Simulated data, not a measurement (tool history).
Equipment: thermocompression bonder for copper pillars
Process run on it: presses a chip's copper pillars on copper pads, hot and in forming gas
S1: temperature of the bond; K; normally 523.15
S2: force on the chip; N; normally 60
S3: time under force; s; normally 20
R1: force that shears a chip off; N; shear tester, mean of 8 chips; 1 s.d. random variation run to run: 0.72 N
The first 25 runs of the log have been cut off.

run     day      S1  S2  S3    R1
 26   9.183  529.15  89  25  67.7
 27   9.683  497.15  60  32  32.8
 28  10.012  523.15  89  18  53.8
 29  10.375  530.15  41  23  43.2
 30  10.862  497.15  48  24  25.2
 31  11.088  544.15  89  38  92.6
 32  11.375  550.15  80  27  86.0
 33  11.596  543.15  43  18  49.7
 34  12.096  543.15  43  18  48.6
 35  12.308  543.15  43  18  47.6
 36  12.750  545.15  37  11  37.4
 37  12.967  545.15  37  11  36.7
 38  13.338  509.15  42  20  27.2
 39  13.629  509.15  42  20  27.2
 40  13.908  500.15  37  38  27.8

Each row is a separate what-if for the run after 40, all from the same tool condition, not one after another. Results?
  A  14.342  494.15  37  38   ?
  B  14.342  523.15  60  14   ?
  C  14.342  544.15  41  35   ?
  D  14.342  539.15  37  21   ?

run    R1
  A  24.0
  B  38.1
  C  61.9
  D  43.2
Without the tool's hidden state the same runs would have given:
run    R1
  A  29.3
  B  45.2
  C  71.1
  D  50.6
